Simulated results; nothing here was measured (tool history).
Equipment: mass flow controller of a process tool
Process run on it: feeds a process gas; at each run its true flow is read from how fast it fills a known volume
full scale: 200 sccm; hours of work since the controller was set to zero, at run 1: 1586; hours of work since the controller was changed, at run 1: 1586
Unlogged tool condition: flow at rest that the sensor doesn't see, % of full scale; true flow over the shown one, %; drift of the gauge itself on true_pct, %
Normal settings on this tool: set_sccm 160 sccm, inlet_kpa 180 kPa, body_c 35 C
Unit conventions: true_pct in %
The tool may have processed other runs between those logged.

run   hour  set_sccm  inlet_kpa  body_c  hours of work since the controller was set to zero  hours of work since the controller was changed  true_pct
  1      0       160        180      35                                                1586                                            1586    100.78
  2   72.4       160        180      35                                                1640                                            1640    100.84
  3  123.5       160        180      35                                                1678                                            1678     100.8
  4    169       160        180      35                                                1712                                            1712    100.96
  5  253.5       160        180      35                                                1776                                            1776    100.87
  6  299.7       160        180      35                                                1810                                            1810    100.95
  7  370.2       160        180      35                                                1863                                            1863    101.01
  8  412.8       160        180      35                                                1895                                            1895    100.83
  9  470.2       160        220      35                                                1938                                            1938    101.01
 10  519.1       160        148      23                                                1974                                            1974     99.56
 11  571.4        48        195      39                                                2013                                            2013    101.19

For run 12, what comes out?
 12  643.8        48        195      39                                                2067                                            2067         ?

Run 12 measured true_pct 101.21 %.
Without the tool's hidden state the same run would have given true_pct 101.22 %.
